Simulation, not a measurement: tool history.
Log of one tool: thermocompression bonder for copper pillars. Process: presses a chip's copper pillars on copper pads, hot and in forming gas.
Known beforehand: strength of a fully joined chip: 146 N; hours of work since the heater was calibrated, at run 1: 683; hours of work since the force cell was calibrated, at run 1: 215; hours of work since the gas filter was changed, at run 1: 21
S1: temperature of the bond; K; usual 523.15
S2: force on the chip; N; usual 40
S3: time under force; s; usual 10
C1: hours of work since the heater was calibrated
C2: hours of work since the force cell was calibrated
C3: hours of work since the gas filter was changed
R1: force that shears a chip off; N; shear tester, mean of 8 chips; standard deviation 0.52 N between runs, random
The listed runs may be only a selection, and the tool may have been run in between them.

run 1 hour=0.0 | S1=523.15 S2=40 S3=10 | C1=683 C2=215 C3=21 | R1=97.9
run 2 hour=13.6 | S1=523.15 S2=40 S3=5 | C1=694 C2=226 C3=31 | R1=79.1
run 3 hour=32.7 | S1=532.15 S2=40 S3=5 | C1=708 C2=240 C3=46 | R1=86.7
-- hour=42.1 heater calibrated with a thermocouple chip
run 4 hour=60.8 | S1=532.15 S2=40 S3=5 | C1=14 C2=260 C3=66 | R1=87.0
run 5 hour=85.6 | S1=532.15 S2=51 S3=5 | C1=33 C2=279 C3=85 | R1=97.0
run 6 hour=116.6 | S1=523.15 S2=40 S3=10 | C1=57 C2=303 C3=109 | R1=97.6
run 7 hour=134.1 | S1=523.15 S2=40 S3=10 | C1=70 C2=316 C3=122 | R1=97.6
run 8 hour=150.9 | S1=523.15 S2=40 S3=10 | C1=83 C2=329 C3=135 | R1=96.3
run 9 hour=182.5 | S1=523.15 S2=40 S3=10 | C1=108 C2=354 C3=159 | R1=95.4
run 10 hour=205.3 | S1=523.15 S2=40 S3=10 | C1=125 C2=371 C3=177 | R1=95.9
-- hour=210.2 heater calibrated with a thermocouple chip, once more
run 11 hour=223.3 | S1=523.15 S2=55 S3=10 | C1=10 C2=383 C3=189 | R1=100.2
run 12 hour=256.0 | S1=517.15 S2=58 S3=8 | C1=35 C2=408 C3=214 | R1=91.3
run 13 hour=286.2 | S1=522.15 S2=26 S3=15 | C1=58 C2=432 C3=237 | R1=79.7
run 14 hour=310.6 | S1=546.15 S2=32 S3=6 | C1=77 C2=450 C3=256 | R1=84.1
run 15 hour=324.7 | S1=537.15 S2=25 S3=8 | C1=88 C2=461 C3=267 | R1=73.5
run 16 hour=347.0 | S1=537.15 S2=25 S3=8 | C1=105 C2=478 C3=284 | R1=72.9
-- hour=363.8 forming gas filter changed
run 17 hour=370.1 | S1=523.15 S2=28 S3=10 | C1=122 C2=495 C3=5 | R1=78.8
run 18 hour=389.6 | S1=493.15 S2=44 S3=23 | C1=137 C2=510 C3=20 | R1=90.9
run 19 hour=406.6 | S1=502.15 S2=40 S3=10 | C1=150 C2=523 C3=33 | R1=74.2
run 20 hour=426.7 | S1=502.15 S2=40 S3=10 | C1=165 C2=539 C3=48 | R1=73.4
run 21 hour=447.6 | S1=528.15 S2=43 S3=25 | C1=182 C2=555 C3=64 | R1=120.8
run 22 hour=480.3 | S1=521.15 S2=44 S3=10 | C1=207 C2=580 C3=89 | R1=94.0

Consider 3 possible next runs. They are alternatives, not a sequence: every one starts from the tool as it was left by run 22. What does each give?
run A hour=505.2 | S1=521.15 S2=59 S3=10 | C1=226 C2=599 C3=108 | R1=?
run B hour=505.2 | S1=521.15 S2=27 S3=17 | C1=226 C2=599 C3=108 | R1=?
run C hour=505.2 | S1=541.15 S2=60 S3=10 | C1=226 C2=599 C3=108 | R1=?

run=A R1=104.7
run=B R1=87.5
run=C R1=120.3
The same runs, with their run-to-run variation unchanged, on a tool lacking any hidden condition would have given:
run=A R1=107.3
run=B R1=89.6
run=C R1=123.5
